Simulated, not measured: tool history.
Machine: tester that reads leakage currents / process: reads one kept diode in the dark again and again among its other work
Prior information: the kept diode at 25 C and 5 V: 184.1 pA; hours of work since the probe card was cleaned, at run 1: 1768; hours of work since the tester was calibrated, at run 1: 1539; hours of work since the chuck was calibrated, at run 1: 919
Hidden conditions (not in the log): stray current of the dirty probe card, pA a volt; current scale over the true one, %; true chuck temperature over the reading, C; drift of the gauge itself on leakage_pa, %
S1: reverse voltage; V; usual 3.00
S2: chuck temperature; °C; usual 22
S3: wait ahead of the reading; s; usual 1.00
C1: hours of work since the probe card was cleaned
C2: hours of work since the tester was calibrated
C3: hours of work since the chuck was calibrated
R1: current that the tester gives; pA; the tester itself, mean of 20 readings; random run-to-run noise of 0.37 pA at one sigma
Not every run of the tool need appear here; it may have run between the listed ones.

run 1 hour=0.0 | S1=3.00 S2=22 S3=1.00 | C1=1768 C2=1539 C3=919 | R1=121.64
run 2 hour=51.3 | S1=3.00 S2=22 S3=1.00 | C1=1793 C2=1564 C3=944 | R1=122.24
run 3 hour=120.1 | S1=5.36 S2=22 S3=1.00 | C1=1826 C2=1597 C3=978 | R1=149.79
run 4 hour=206.9 | S1=5.36 S2=22 S3=1.00 | C1=1868 C2=1639 C3=1020 | R1=149.34
run 5 hour=264.2 | S1=13.67 S2=22 S3=1.00 | C1=1896 C2=1667 C3=1048 | R1=214.55
run 6 hour=324.0 | S1=3.00 S2=22 S3=1.00 | C1=1925 C2=1696 C3=1077 | R1=120.51
run 7 hour=407.0 | S1=3.00 S2=22 S3=1.00 | C1=1965 C2=1736 C3=1117 | R1=120.40
run 8 hour=474.7 | S1=3.00 S2=22 S3=1.00 | C1=1998 C2=1769 C3=1150 | R1=120.08
run 9 hour=534.1 | S1=3.00 S2=22 S3=1.00 | C1=2027 C2=1798 C3=1179 | R1=120.27
run 10 hour=642.9 | S1=3.00 S2=22 S3=1.00 | C1=2080 C2=1851 C3=1231 | R1=119.61
run 11 hour=718.4 | S1=3.00 S2=22 S3=1.00 | C1=2117 C2=1888 C3=1268 | R1=119.55
run 12 hour=784.8 | S1=3.00 S2=22 S3=1.03 | C1=2149 C2=1920 C3=1300 | R1=118.92
run 13 hour=869.5 | S1=2.60 S2=22 S3=6.13 | C1=2190 C2=1961 C3=1341 | R1=112.42

The next listed run, before its measurement:
run 14 hour=986.2 | S1=2.60 S2=22 S3=6.13 | C1=2247 C2=2018 C3=1398 | R1=?

{"run 14": {"R1": 112.31}}
On a tool with no hidden condition, and with the same random variation, this run would have come out at R1 115.92 pA.
